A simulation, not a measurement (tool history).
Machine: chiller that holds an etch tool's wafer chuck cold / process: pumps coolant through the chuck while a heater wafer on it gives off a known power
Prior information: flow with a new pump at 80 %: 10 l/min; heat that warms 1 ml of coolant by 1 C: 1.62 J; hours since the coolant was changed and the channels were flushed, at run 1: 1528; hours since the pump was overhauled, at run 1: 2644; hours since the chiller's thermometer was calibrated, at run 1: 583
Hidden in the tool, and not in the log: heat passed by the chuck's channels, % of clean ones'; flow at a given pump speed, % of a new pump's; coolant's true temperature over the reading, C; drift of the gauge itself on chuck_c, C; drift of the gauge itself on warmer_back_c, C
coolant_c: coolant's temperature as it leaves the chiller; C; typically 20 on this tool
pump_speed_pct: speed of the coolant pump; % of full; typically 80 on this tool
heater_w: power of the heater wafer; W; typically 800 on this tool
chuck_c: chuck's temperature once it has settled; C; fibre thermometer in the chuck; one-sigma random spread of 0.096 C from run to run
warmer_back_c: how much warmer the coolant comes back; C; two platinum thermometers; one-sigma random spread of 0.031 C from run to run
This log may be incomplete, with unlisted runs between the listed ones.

| run | day | coolant_c | pump_speed_pct | heater_w | hours since the coolant was changed and the channels were flushed | hours since the pump was overhauled | hours since the chiller's thermometer was calibrated | chuck_c | warmer_back_c |
|---|---|---|---|---|---|---|---|---|---|
| 1 | 0.000 | 20 | 80 | 800 | 1528 | 2644 | 583 | 25.76 | 3.03 |
| 2 | 3.446 | 20 | 80 | 800 | 1611 | 2727 | 666 | 25.77 | 2.96 |
| 3 | 5.217 | 20 | 80 | 800 | 1653 | 2770 | 709 | 25.73 | 3.03 |
| 4 | 7.175 | 20 | 80 | 800 | 1700 | 2817 | 756 | 25.85 | 2.96 |
| 5 | 9.050 | 20 | 80 | 800 | 1745 | 2862 | 801 | 25.95 | 2.96 |
| 6 | 11.192 | 20 | 80 | 800 | 1797 | 2913 | 852 | 25.94 | 2.94 |
| 7 | 14.762 | 20 | 80 | 800 | 1882 | 2999 | 938 | 26.04 | 2.98 |
| 8 | 18.154 | 20 | 80 | 800 | 1964 | 3080 | 1019 | 25.99 | 2.96 |
| 9 | 20.779 | 20 | 80 | 800 | 2027 | 3143 | 1082 | 26.07 | 2.99 |
| 10 | 24.408 | 20 | 80 | 800 | 2114 | 3230 | 1169 | 25.96 | 2.95 |
| 11 | 26.558 | 20 | 80 | 800 | 2165 | 3282 | 1221 | 25.97 | 3.03 |
| 12 | 29.696 | 20 | 66 | 800 | 2241 | 3357 | 1296 | 26.92 | 3.59 |
| 13 | 31.862 | 20 | 64 | 915 | 2293 | 3409 | 1348 | 28.34 | 4.26 |
| 14 | 34.808 | 29 | 95 | 1177 | 2363 | 3480 | 1419 | 36.66 | 3.69 |
| 15 | 37.508 | 27 | 80 | 800 | 2428 | 3545 | 1484 | 33.23 | 3.00 |
| 16 | 39.908 | 27 | 80 | 800 | 2486 | 3602 | 1541 | 33.02 | 2.95 |
| 17 | 42.854 | 24 | 80 | 1147 | 2557 | 3673 | 1612 | 32.70 | 4.25 |
| 18 | 44.833 | 24 | 80 | 1147 | 2604 | 3720 | 1659 | 32.63 | 4.29 |
| 19 | 46.533 | 14 | 74 | 1038 | 2645 | 3761 | 1700 | 22.45 | 4.19 |
| 20 | 50.588 | 12 | 74 | 1056 | 2742 | 3859 | 1797 | 20.68 | 4.23 |
| 21 | 54.146 | 27 | 77 | 757 | 2828 | 3944 | 1883 | 33.13 | 2.96 |

A few steps of chuck_c between consecutive runs. Split each: what settings, incoming material and random variation would produce without the hidden state, and what is left over for the hidden state, along with gauge scatter present in only one of the two compared results (measured, and without hidden state):
Run 1 -> 2: nothing adjusted, nothing logged. chuck_c +0.01 C: hidden state +0.03, all else -0.02.
Run 7 -> 8: nothing adjusted, nothing logged. chuck_c -0.05 C: hidden state +0.03, all else -0.08.
Run 18 -> 19: coolant_c 24 -> 14, pump_speed_pct 80 -> 74, heater_w 1147 -> 1038. chuck_c -10.18 C: hidden state +0.02, all else -10.20.
Run 20 -> 21: coolant_c 12 -> 27, pump_speed_pct 74 -> 77, heater_w 1056 -> 757. chuck_c +12.45 C: hidden state +0.02, all else +12.43.

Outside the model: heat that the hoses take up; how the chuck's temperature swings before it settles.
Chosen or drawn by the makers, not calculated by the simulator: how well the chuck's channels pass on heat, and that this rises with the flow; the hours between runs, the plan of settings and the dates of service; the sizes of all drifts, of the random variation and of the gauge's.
